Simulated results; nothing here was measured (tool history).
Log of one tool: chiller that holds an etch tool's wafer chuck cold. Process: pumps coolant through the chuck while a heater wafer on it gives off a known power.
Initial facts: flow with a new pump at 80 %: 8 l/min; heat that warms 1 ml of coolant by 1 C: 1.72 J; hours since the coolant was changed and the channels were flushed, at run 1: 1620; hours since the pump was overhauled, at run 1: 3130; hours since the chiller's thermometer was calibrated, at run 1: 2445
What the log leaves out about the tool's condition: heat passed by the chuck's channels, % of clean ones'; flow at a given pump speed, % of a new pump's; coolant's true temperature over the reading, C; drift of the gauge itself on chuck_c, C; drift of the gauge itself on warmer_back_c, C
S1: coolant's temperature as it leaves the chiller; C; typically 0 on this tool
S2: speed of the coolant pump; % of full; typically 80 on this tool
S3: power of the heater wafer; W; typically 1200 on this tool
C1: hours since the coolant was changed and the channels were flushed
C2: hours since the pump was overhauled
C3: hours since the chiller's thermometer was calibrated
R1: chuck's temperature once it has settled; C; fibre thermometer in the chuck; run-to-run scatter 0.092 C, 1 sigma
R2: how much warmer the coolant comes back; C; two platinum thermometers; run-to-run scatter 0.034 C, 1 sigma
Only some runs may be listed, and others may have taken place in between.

Run 1, day 0.000: usual settings; C1 1620; C2 3130; C3 2445. Result: R1 9.42 C, R2 5.26 C.
Run 2, day 2.933: usual settings; C1 1690; C2 3200; C3 2516. Result: R1 9.43 C, R2 5.18 C.
Run 3, day 4.838: usual settings; C1 1736; C2 3246; C3 2561. Result: R1 9.38 C, R2 5.22 C.
Run 4, day 9.233: usual settings; C1 1841; C2 3351; C3 2667. Result: R1 9.27 C, R2 5.17 C.
Run 5, day 12.154: usual settings; C1 1911; C2 3421; C3 2737. Result: R1 9.42 C, R2 5.11 C.
Run 6, day 14.362: usual settings; C1 1964; C2 3474; C3 2790. Result: R1 9.30 C, R2 5.14 C.
Run 7, day 18.908: usual settings; C1 2073; C2 3583; C3 2899. Result: R1 9.42 C, R2 5.15 C.
Run 8, day 22.538: usual settings but S1 5 C; C1 2160; C2 3670; C3 2986. Result: R1 14.39 C, R2 5.05 C.
At day 23.900: coolant pump overhauled.
Run 9, day 26.192: usual settings but S1 5 C; C1 2243; C2 55; C3 3069. Result: R1 14.37 C, R2 5.05 C.
Run 10, day 28.225: usual settings but S1 5 C; C1 2292; C2 104; C3 3118. Result: R1 14.56 C, R2 4.99 C.
Run 11, day 32.804: usual settings; C1 2402; C2 214; C3 3228. Result: R1 9.42 C, R2 4.96 C.
Run 12, day 34.917: usual settings but S2 86 % of full; C1 2453; C2 264; C3 3278. Result: R1 8.99 C, R2 4.54 C.
At day 39.071: coolant changed, channels flushed.
Run 13, day 39.112: usual settings but S1 -3 C, S2 86 % of full; C1 1; C2 359; C3 3373. Result: R1 5.80 C, R2 4.50 C.
Run 14, day 43.533: usual settings but S1 -3 C, S2 86 % of full; C1 107; C2 465; C3 3479. Result: R1 5.99 C, R2 4.40 C.
Run 15, day 45.638: usual settings but S1 -3 C, S2 86 % of full; C1 158; C2 516; C3 3530. Result: R1 5.98 C, R2 4.41 C.
Run 16, day 48.292: usual settings but S1 -3 C, S2 86 % of full; C1 221; C2 579; C3 3593. Result: R1 6.15 C, R2 4.43 C.
At day 50.521: gauge calibrated.
Run 17, day 52.683: usual settings but S1 4 C, S2 72 % of full, S3 893 W; C1 327; C2 685; C3 3699. Result: R1 11.43 C, R2 4.31 C.
Run 18, day 55.138: usual settings but S1 4 C, S2 79 % of full, S3 893 W; C1 386; C2 744; C3 3758. Result: R1 10.92 C, R2 3.91 C.

Run 19, settings as shown, results not yet in. Your forecast:
Run 19, day 58.721: usual settings but S1 4 C, S2 79 % of full, S3 893 W; C1 472; C2 830; C3 3844. Result: R1 ?, R2 ?.

R1: 11.00 C
R2: 3.86 C
Without the tool's hidden state the same run would have given R1 11.00 C, R2 3.93 C.
